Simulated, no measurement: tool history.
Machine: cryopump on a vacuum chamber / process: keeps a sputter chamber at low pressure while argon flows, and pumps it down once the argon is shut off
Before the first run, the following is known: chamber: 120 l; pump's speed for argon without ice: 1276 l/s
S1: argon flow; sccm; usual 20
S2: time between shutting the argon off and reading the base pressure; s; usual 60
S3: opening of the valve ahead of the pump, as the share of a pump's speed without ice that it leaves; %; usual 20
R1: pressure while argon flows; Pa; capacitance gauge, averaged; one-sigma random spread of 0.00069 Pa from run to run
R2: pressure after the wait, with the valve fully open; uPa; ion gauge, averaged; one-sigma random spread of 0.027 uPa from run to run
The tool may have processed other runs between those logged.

run 1 hour=0 | S1=20 S2=60 S3=20 | R1=0.1378 R2=1.45
run 2 hour=78.8 | S1=20 S2=60 S3=20 | R1=0.1388 R2=1.6
run 3 hour=135.3 | S1=20 S2=60 S3=20 | R1=0.1398 R2=1.62
run 4 hour=221.1 | S1=20 S2=60 S3=57 | R1=0.0546 R2=1.8
run 5 hour=296.9 | S1=20 S2=60 S3=57 | R1=0.0555 R2=1.91
run 6 hour=370.1 | S1=20 S2=60 S3=20 | R1=0.1429 R2=2.04
run 7 hour=459.5 | S1=20 S2=60 S3=20 | R1=0.1457 R2=2.2
-- hour=485.2 pump warmed up, emptied and cooled again
run 8 hour=549 | S1=20 S2=60 S3=20 | R1=0.1336 R2=1.88
run 9 hour=592.5 | S1=20 S2=23 S3=20 | R1=0.1332 R2=3.41
run 10 hour=647.8 | S1=20 S2=23 S3=20 | R1=0.1346 R2=3.6
run 11 hour=740.6 | S1=20 S2=57 S3=20 | R1=0.1352 R2=2.25
run 12 hour=797.4 | S1=20 S2=57 S3=20 | R1=0.1359 R2=2.33
run 13 hour=880.5 | S1=20 S2=57 S3=20 | R1=0.1379 R2=2.41
run 14 hour=954.1 | S1=20 S2=57 S3=20 | R1=0.1387 R2=2.62
run 15 hour=1032.1 | S1=20 S2=57 S3=20 | R1=0.1393 R2=2.66
run 16 hour=1092.9 | S1=20 S2=57 S3=20 | R1=0.1409 R2=2.91
run 17 hour=1171.9 | S1=20 S2=60 S3=20 | R1=0.1404 R2=2.95

Forecast run 18:
run 18 hour=1216.9 | S1=11 S2=49 S3=43 | R1=? R2=?

Logged for run 18: R1 0.0394 Pa, R2 3.28 uPa.
On a tool with no hidden condition, and with the same random variation, this run would have come out at R1 0.0339 Pa, R2 1.41 uPa.
